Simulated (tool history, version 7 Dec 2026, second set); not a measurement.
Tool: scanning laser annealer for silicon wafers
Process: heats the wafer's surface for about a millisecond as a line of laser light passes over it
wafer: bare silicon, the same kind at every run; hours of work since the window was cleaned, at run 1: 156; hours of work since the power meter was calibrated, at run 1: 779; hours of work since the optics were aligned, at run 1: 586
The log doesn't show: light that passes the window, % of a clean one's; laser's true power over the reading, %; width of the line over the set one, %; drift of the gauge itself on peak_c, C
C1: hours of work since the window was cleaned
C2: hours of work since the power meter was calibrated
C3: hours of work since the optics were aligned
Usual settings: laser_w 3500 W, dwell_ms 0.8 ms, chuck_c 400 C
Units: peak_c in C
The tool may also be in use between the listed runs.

run 1 hour=0 | laser_w=3500 dwell_ms=0.8 chuck_c=400 | C1=156 C2=779 C3=586 | peak_c=1227
run 2 hour=26.7 | laser_w=3500 dwell_ms=0.8 chuck_c=400 | C1=172 C2=796 C3=603 | peak_c=1227
run 3 hour=44.9 | laser_w=3500 dwell_ms=0.8 chuck_c=400 | C1=184 C2=807 C3=614 | peak_c=1227
run 4 hour=66.6 | laser_w=3500 dwell_ms=0.8 chuck_c=400 | C1=197 C2=821 C3=628 | peak_c=1227
run 5 hour=85 | laser_w=3500 dwell_ms=0.8 chuck_c=400 | C1=209 C2=832 C3=639 | peak_c=1227
run 6 hour=105.2 | laser_w=3500 dwell_ms=0.604 chuck_c=400 | C1=222 C2=845 C3=652 | peak_c=1106
run 7 hour=140 | laser_w=3500 dwell_ms=0.604 chuck_c=400 | C1=243 C2=867 C3=674 | peak_c=1102
run 8 hour=160.9 | laser_w=3500 dwell_ms=0.604 chuck_c=400 | C1=256 C2=880 C3=687 | peak_c=1100
run 9 hour=178.9 | laser_w=3500 dwell_ms=0.861 chuck_c=400 | C1=268 C2=891 C3=698 | peak_c=1260
run 10 hour=195.2 | laser_w=3500 dwell_ms=0.861 chuck_c=400 | C1=278 C2=901 C3=708 | peak_c=1257
-- hour=200.8 window over the wafer cleaned
-- hour=218.2 optics aligned, line set to its width
run 11 hour=229.3 | laser_w=3500 dwell_ms=0.8 chuck_c=400 | C1=15 C2=918 C3=7 | peak_c=1228
run 12 hour=266 | laser_w=3500 dwell_ms=0.8 chuck_c=400 | C1=38 C2=941 C3=30 | peak_c=1228
run 13 hour=289.3 | laser_w=3500 dwell_ms=0.8 chuck_c=400 | C1=52 C2=956 C3=44 | peak_c=1231
run 14 hour=323.1 | laser_w=3500 dwell_ms=0.82 chuck_c=400 | C1=73 C2=977 C3=66 | peak_c=1242
run 15 hour=340.1 | laser_w=3500 dwell_ms=0.82 chuck_c=400 | C1=84 C2=988 C3=76 | peak_c=1237
run 16 hour=371 | laser_w=3500 dwell_ms=0.82 chuck_c=400 | C1=103 C2=1007 C3=96 | peak_c=1235
-- hour=379.8 window over the wafer cleaned, once more
run 17 hour=394 | laser_w=3500 dwell_ms=0.82 chuck_c=400 | C1=9 C2=1020 C3=109 | peak_c=1249
run 18 hour=418.6 | laser_w=3028 dwell_ms=0.8 chuck_c=385 | C1=24 C2=1035 C3=124 | peak_c=1113
run 19 hour=453.5 | laser_w=3500 dwell_ms=0.793 chuck_c=436 | C1=46 C2=1057 C3=146 | peak_c=1268
run 20 hour=487.9 | laser_w=3788 dwell_ms=0.793 chuck_c=414 | C1=68 C2=1079 C3=167 | peak_c=1310
run 21 hour=525.7 | laser_w=3723 dwell_ms=0.723 chuck_c=427 | C1=91 C2=1102 C3=191 | peak_c=1266
run 22 hour=555 | laser_w=3723 dwell_ms=0.817 chuck_c=384 | C1=110 C2=1121 C3=209 | peak_c=1278
run 23 hour=580.3 | laser_w=3455 dwell_ms=0.915 chuck_c=396 | C1=125 C2=1137 C3=225 | peak_c=1283
run 24 hour=601.4 | laser_w=3455 dwell_ms=0.915 chuck_c=396 | C1=139 C2=1150 C3=238 | peak_c=1286
run 25 hour=639.7 | laser_w=3127 dwell_ms=0.562 chuck_c=396 | C1=163 C2=1174 C3=262 | peak_c=1008
run 26 hour=659.4 | laser_w=3500 dwell_ms=0.8 chuck_c=383 | C1=175 C2=1186 C3=275 | peak_c=1211
run 27 hour=695.3 | laser_w=3500 dwell_ms=0.8 chuck_c=383 | C1=197 C2=1209 C3=297 | peak_c=1214

5 ways to go on from here, each from the tool as it stands after run 27. What would each give?
run A hour=713.4 | laser_w=3363 dwell_ms=0.642 chuck_c=420 | C1=209 C2=1220 C3=308 | peak_c=?
run B hour=713.4 | laser_w=3258 dwell_ms=0.8 chuck_c=383 | C1=209 C2=1220 C3=308 | peak_c=?
run C hour=713.4 | laser_w=3500 dwell_ms=0.664 chuck_c=383 | C1=209 C2=1220 C3=308 | peak_c=?
run D hour=713.4 | laser_w=3118 dwell_ms=0.838 chuck_c=383 | C1=209 C2=1220 C3=308 | peak_c=?
run E hour=713.4 | laser_w=3378 dwell_ms=0.834 chuck_c=398 | C1=209 C2=1220 C3=308 | peak_c=?

run=A peak_c=1130
run=B peak_c=1158
run=C peak_c=1129
run=D peak_c=1148
run=E peak_c=1218
Without the tool's hidden state the same runs would have given:
run=A peak_c=1146
run=B peak_c=1176
run=C peak_c=1146
run=D peak_c=1165
run=E peak_c=1237
